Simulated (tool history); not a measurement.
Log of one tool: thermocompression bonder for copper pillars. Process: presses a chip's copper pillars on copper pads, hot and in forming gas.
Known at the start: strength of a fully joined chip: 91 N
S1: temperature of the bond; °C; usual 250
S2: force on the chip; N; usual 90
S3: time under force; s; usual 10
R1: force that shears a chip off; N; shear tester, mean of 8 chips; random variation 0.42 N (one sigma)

Run 1, day 0.000: usual settings. Result: R1 43.4 N.
Run 2, day 0.729: usual settings. Result: R1 43.5 N.
Run 3, day 1.050: usual settings but S3 7 s. Result: R1 37.8 N.
Run 4, day 1.767: usual settings but S1 261 °C. Result: R1 47.9 N.
Run 5, day 2.462: usual settings but S1 261 °C, S2 121 N. Result: R1 57.4 N.
Run 6, day 2.858: usual settings but S1 261 °C, S2 121 N. Result: R1 57.3 N.
Run 7, day 3.442: usual settings but S1 261 °C, S2 121 N. Result: R1 57.6 N.
At day 3.667: forming gas filter changed.
Run 8, day 4.138: usual settings but S3 25 s. Result: R1 60.6 N.
Run 9, day 4.629: usual settings but S3 25 s. Result: R1 59.6 N.
Run 10, day 5.396: usual settings but S3 25 s. Result: R1 60.6 N.
Run 11, day 6.179: usual settings but S3 25 s. Result: R1 59.8 N.
Run 12, day 6.721: usual settings but S1 266 °C. Result: R1 53.3 N.
Run 13, day 7.400: usual settings. Result: R1 46.3 N.
Run 14, day 7.767: usual settings. Result: R1 45.2 N.
Run 15, day 8.321: usual settings. Result: R1 45.3 N.
Run 16, day 8.875: usual settings. Result: R1 45.4 N.
Run 17, day 9.296: usual settings. Result: R1 45.0 N.
Run 18, day 9.750: usual settings. Result: R1 44.4 N.
Run 19, day 10.083: usual settings. Result: R1 44.4 N.
Run 20, day 10.771: usual settings but S2 108 N. Result: R1 50.8 N.
Run 21, day 11.546: usual settings but S2 85 N, S3 6 s. Result: R1 35.2 N.
Run 22, day 12.025: usual settings but S2 85 N, S3 6 s. Result: R1 35.4 N.
At day 12.146: heater calibrated with a thermocouple chip.
Run 23, day 12.883: usual settings but S1 249 °C, S3 19 s. Result: R1 50.7 N.
Run 24, day 13.283: usual settings but S1 279 °C, S2 69 N, S3 15 s. Result: R1 52.5 N.
Run 25, day 13.646: usual settings but S1 279 °C, S2 69 N, S3 15 s. Result: R1 53.7 N.
Run 26, day 14.125: usual settings but S1 223 °C, S3 30 s. Result: R1 43.3 N.
Run 27, day 14.821: usual settings but S1 223 °C, S2 109 N, S3 9 s. Result: R1 30.9 N.

The next listed run, before its measurement:
Run 28, day 15.446: usual settings but S1 220 °C, S2 61 N, S3 13 s. Result: R1 ?.

Run 28 gave R1 21.2 N.
Without the tool's hidden state the same run would have given R1 28.0 N.

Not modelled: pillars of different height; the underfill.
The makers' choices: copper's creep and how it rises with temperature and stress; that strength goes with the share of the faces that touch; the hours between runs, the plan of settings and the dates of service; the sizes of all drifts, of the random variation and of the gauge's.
